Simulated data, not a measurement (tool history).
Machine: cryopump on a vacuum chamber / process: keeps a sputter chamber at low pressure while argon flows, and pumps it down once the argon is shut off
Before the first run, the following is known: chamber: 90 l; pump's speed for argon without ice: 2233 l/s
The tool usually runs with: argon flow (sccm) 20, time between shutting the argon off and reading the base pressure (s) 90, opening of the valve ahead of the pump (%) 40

run	hour	argon flow (sccm)	time between shutting the argon off and reading the base pressure (s)	opening of the valve ahead of the pump (%)	pressure while argon flows (Pa)	pressure after the wait (uPa)
1	0.0	20	90	40	0.0381	1.91
2	11.7	20	90	40	0.0373	2.01
3	19.8	20	90	40	0.0376	1.91
4	33.4	20	90	40	0.0383	1.98
5	40.7	20	90	37	0.0410	1.98
6	47.8	27	90	37	0.0556	2.01
7	62.3	27	90	37	0.0552	1.98
8	77.8	10	92	27	0.0275	1.97
9	86.0	20	26	52	0.0288	2.81
10	98.4	20	26	52	0.0299	2.83
11	110.3	20	90	16	0.0949	2.06
12	122.0	20	90	16	0.0943	2.13
13	129.9	20	90	47	0.0341	2.07
14	141.4	20	28	19	0.0801	2.76

Alternative continuations, all from the tool just after run 14; predict every row:
A	157.3	12	90	41	?	?
B	157.3	20	147	40	?	?
C	157.3	37	90	40	?	?
D	157.3	20	134	26	?	?

run	pressure while argon flows (Pa)	pressure after the wait (uPa)
A	0.0225	2.04
B	0.0379	1.92
C	0.0711	2.10
D	0.0588	1.96
Without the tool's hidden state the same runs would have given:
run	pressure while argon flows (Pa)	pressure after the wait (uPa)
A	0.0221	0.44
B	0.0372	0.33
C	0.0698	0.50
D	0.0581	0.35

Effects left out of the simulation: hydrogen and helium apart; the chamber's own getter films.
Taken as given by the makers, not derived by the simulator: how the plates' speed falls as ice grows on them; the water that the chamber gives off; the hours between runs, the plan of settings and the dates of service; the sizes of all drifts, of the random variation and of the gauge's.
